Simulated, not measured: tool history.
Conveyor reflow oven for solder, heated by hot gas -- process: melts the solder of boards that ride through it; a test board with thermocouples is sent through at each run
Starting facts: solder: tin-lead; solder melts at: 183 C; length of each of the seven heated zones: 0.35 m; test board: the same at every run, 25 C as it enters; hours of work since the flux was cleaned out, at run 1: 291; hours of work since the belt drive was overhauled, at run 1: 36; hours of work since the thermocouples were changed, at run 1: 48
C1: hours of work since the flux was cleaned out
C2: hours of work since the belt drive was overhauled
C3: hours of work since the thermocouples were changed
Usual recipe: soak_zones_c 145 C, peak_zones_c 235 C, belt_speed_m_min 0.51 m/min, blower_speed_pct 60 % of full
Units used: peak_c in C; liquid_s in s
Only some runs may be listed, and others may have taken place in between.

{"run": 1, "hour": 0.0, "soak_zones_c": 145, "peak_zones_c": 235, "belt_speed_m_min": 0.51, "blower_speed_pct": 60, "C1": 291, "C2": 36, "C3": 48, "peak_c": 214.9, "liquid_s": 62.6}
{"run": 2, "hour": 9.7, "soak_zones_c": 145, "peak_zones_c": 235, "belt_speed_m_min": 0.51, "blower_speed_pct": 60, "C1": 295, "C2": 40, "C3": 52, "peak_c": 215.9, "liquid_s": 62}
{"run": 3, "hour": 15.4, "soak_zones_c": 145, "peak_zones_c": 235, "belt_speed_m_min": 0.606, "blower_speed_pct": 60, "C1": 298, "C2": 43, "C3": 54, "peak_c": 208.5, "liquid_s": 44}
{"run": 4, "hour": 23.4, "soak_zones_c": 145, "peak_zones_c": 235, "belt_speed_m_min": 0.606, "blower_speed_pct": 60, "C1": 301, "C2": 46, "C3": 58, "peak_c": 207.9, "liquid_s": 45.5}
{"run": 5, "hour": 28.2, "soak_zones_c": 145, "peak_zones_c": 235, "belt_speed_m_min": 0.606, "blower_speed_pct": 60, "C1": 303, "C2": 48, "C3": 60, "peak_c": 208.4, "liquid_s": 45.3}
{"run": 6, "hour": 34.4, "soak_zones_c": 145, "peak_zones_c": 235, "belt_speed_m_min": 0.606, "blower_speed_pct": 60, "C1": 306, "C2": 51, "C3": 62, "peak_c": 208.9, "liquid_s": 44.8}
{"run": 7, "hour": 40.8, "soak_zones_c": 145, "peak_zones_c": 235, "belt_speed_m_min": 0.606, "blower_speed_pct": 60, "C1": 308, "C2": 54, "C3": 65, "peak_c": 208.3, "liquid_s": 45.5}
{"run": 8, "hour": 46.9, "soak_zones_c": 145, "peak_zones_c": 235, "belt_speed_m_min": 0.51, "blower_speed_pct": 60, "C1": 311, "C2": 56, "C3": 68, "peak_c": 214.6, "liquid_s": 62}
{"run": 9, "hour": 55.9, "soak_zones_c": 145, "peak_zones_c": 235, "belt_speed_m_min": 0.51, "blower_speed_pct": 60, "C1": 315, "C2": 60, "C3": 71, "peak_c": 215.3, "liquid_s": 61.6}
{"run": 10, "hour": 62.2, "soak_zones_c": 145, "peak_zones_c": 235, "belt_speed_m_min": 0.51, "blower_speed_pct": 60, "C1": 317, "C2": 63, "C3": 74, "peak_c": 214.5, "liquid_s": 62.2}
{"run": 11, "hour": 69.5, "soak_zones_c": 145, "peak_zones_c": 230, "belt_speed_m_min": 0.51, "blower_speed_pct": 60, "C1": 321, "C2": 66, "C3": 77, "peak_c": 210.6, "liquid_s": 57.7}
{"run": 12, "hour": 74.8, "soak_zones_c": 145, "peak_zones_c": 230, "belt_speed_m_min": 0.51, "blower_speed_pct": 60, "C1": 323, "C2": 68, "C3": 79, "peak_c": 210.8, "liquid_s": 57.5}
{"run": 13, "hour": 82.5, "soak_zones_c": 145, "peak_zones_c": 235, "belt_speed_m_min": 0.51, "blower_speed_pct": 60, "C1": 326, "C2": 71, "C3": 83, "peak_c": 215, "liquid_s": 61.7}
{"run": 14, "hour": 92.0, "soak_zones_c": 145, "peak_zones_c": 235, "belt_speed_m_min": 0.51, "blower_speed_pct": 60, "C1": 330, "C2": 75, "C3": 87, "peak_c": 214.1, "liquid_s": 62}
{"hour": 97.9, "done": "flux residue cleaned out of gas plates and filters"}
{"run": 15, "hour": 102.7, "soak_zones_c": 145, "peak_zones_c": 235, "belt_speed_m_min": 0.51, "blower_speed_pct": 53, "C1": 2, "C2": 78, "C3": 89, "peak_c": 212.5, "liquid_s": 57.8}
{"run": 16, "hour": 107.8, "soak_zones_c": 145, "peak_zones_c": 250, "belt_speed_m_min": 0.429, "blower_speed_pct": 60, "C1": 4, "C2": 80, "C3": 91, "peak_c": 233.2, "liquid_s": 88.7}
{"run": 17, "hour": 115.4, "soak_zones_c": 145, "peak_zones_c": 250, "belt_speed_m_min": 0.463, "blower_speed_pct": 60, "C1": 7, "C2": 83, "C3": 95, "peak_c": 231.4, "liquid_s": 81.1}
{"run": 18, "hour": 119.7, "soak_zones_c": 145, "peak_zones_c": 235, "belt_speed_m_min": 0.571, "blower_speed_pct": 62, "C1": 9, "C2": 85, "C3": 96, "peak_c": 211.8, "liquid_s": 51}
{"run": 19, "hour": 126.1, "soak_zones_c": 132, "peak_zones_c": 241, "belt_speed_m_min": 0.495, "blower_speed_pct": 52, "C1": 12, "C2": 88, "C3": 99, "peak_c": 214.3, "liquid_s": 56.5}
{"run": 20, "hour": 135.7, "soak_zones_c": 132, "peak_zones_c": 241, "belt_speed_m_min": 0.495, "blower_speed_pct": 52, "C1": 16, "C2": 92, "C3": 103, "peak_c": 214, "liquid_s": 56.5}
{"run": 21, "hour": 144.4, "soak_zones_c": 151, "peak_zones_c": 235, "belt_speed_m_min": 0.51, "blower_speed_pct": 71, "C1": 20, "C2": 95, "C3": 107, "peak_c": 219.8, "liquid_s": 68.8}
{"hour": 151.1, "done": "flux residue cleaned out of gas plates and filters, once more"}
{"run": 22, "hour": 157.5, "soak_zones_c": 151, "peak_zones_c": 249, "belt_speed_m_min": 0.532, "blower_speed_pct": 80, "C1": 3, "C2": 99, "C3": 110, "peak_c": 234, "liquid_s": 75}
{"run": 23, "hour": 167.0, "soak_zones_c": 144, "peak_zones_c": 249, "belt_speed_m_min": 0.593, "blower_speed_pct": 80, "C1": 7, "C2": 103, "C3": 114, "peak_c": 229, "liquid_s": 60.5}
{"run": 24, "hour": 172.8, "soak_zones_c": 145, "peak_zones_c": 231, "belt_speed_m_min": 0.493, "blower_speed_pct": 73, "C1": 9, "C2": 105, "C3": 117, "peak_c": 217.9, "liquid_s": 67.8}
{"run": 25, "hour": 178.9, "soak_zones_c": 145, "peak_zones_c": 231, "belt_speed_m_min": 0.493, "blower_speed_pct": 73, "C1": 12, "C2": 108, "C3": 119, "peak_c": 218.3, "liquid_s": 67}
{"run": 26, "hour": 187.2, "soak_zones_c": 145, "peak_zones_c": 231, "belt_speed_m_min": 0.493, "blower_speed_pct": 73, "C1": 15, "C2": 111, "C3": 123, "peak_c": 217.3, "liquid_s": 67.2}
{"run": 27, "hour": 194.4, "soak_zones_c": 139, "peak_zones_c": 240, "belt_speed_m_min": 0.493, "blower_speed_pct": 89, "C1": 18, "C2": 114, "C3": 126, "peak_c": 228.3, "liquid_s": 73.2}
{"run": 28, "hour": 201.3, "soak_zones_c": 139, "peak_zones_c": 240, "belt_speed_m_min": 0.493, "blower_speed_pct": 89, "C1": 21, "C2": 117, "C3": 129, "peak_c": 227.9, "liquid_s": 72.4}
{"run": 29, "hour": 206.4, "soak_zones_c": 143, "peak_zones_c": 235, "belt_speed_m_min": 0.51, "blower_speed_pct": 60, "C1": 23, "C2": 120, "C3": 131, "peak_c": 215.2, "liquid_s": 61.7}
{"run": 30, "hour": 211.2, "soak_zones_c": 143, "peak_zones_c": 235, "belt_speed_m_min": 0.51, "blower_speed_pct": 60, "C1": 25, "C2": 122, "C3": 133, "peak_c": 216.1, "liquid_s": 62.2}

Table of differences, measured result less the result of that run with no hidden state. Run-to-run variation is the same in both. Gauge scatter possibly is not:
Hidden conditions of the tool in this case: heat that the gas passes to the board, % of a clean oven's; belt's true speed, % of the reading; true gas temperature in zones 6 and 7 over the reading, C; drift of the gauge itself on peak_c, C; drift of the gauge itself on liquid_s, %.
run=1 peak_c=-0.8 liquid_s=-0.8
run=2 peak_c=-0.8 liquid_s=-0.8
run=3 peak_c=-0.9 liquid_s=-1
run=4 peak_c=-0.9 liquid_s=-1
run=5 peak_c=-0.9 liquid_s=-1
run=6 peak_c=-0.9 liquid_s=-1
run=7 peak_c=-0.9 liquid_s=-1
run=8 peak_c=-0.7 liquid_s=-0.7
run=9 peak_c=-0.7 liquid_s=-0.7
run=10 peak_c=-0.8 liquid_s=-0.7
run=11 peak_c=-0.7 liquid_s=-0.9
run=12 peak_c=-0.7 liquid_s=-0.9
run=13 peak_c=-0.7 liquid_s=-0.7
run=14 peak_c=-0.7 liquid_s=-0.7
run=15 peak_c=-1.2 liquid_s=-1.4
run=16 peak_c=-1.1 liquid_s=-0.5
run=17 peak_c=-1.3 liquid_s=-0.6
run=18 peak_c=-1.5 liquid_s=-1.5
run=19 peak_c=-1.3 liquid_s=-1.4
run=20 peak_c=-1.3 liquid_s=-1.4
run=21 peak_c=-1.2 liquid_s=-1
run=22 peak_c=+0.1 liquid_s=+0.2
run=23 peak_c=+0 liquid_s=+0.2
run=24 peak_c=+0.1 liquid_s=+0.3
run=25 peak_c=+0.1 liquid_s=+0.2
run=26 peak_c=+0.1 liquid_s=+0.2
run=27 peak_c=+0.1 liquid_s=+0.2
run=28 peak_c=+0.1 liquid_s=+0.2
run=29 peak_c=+0.1 liquid_s=+0.3
run=30 peak_c=+0.1 liquid_s=+0.3
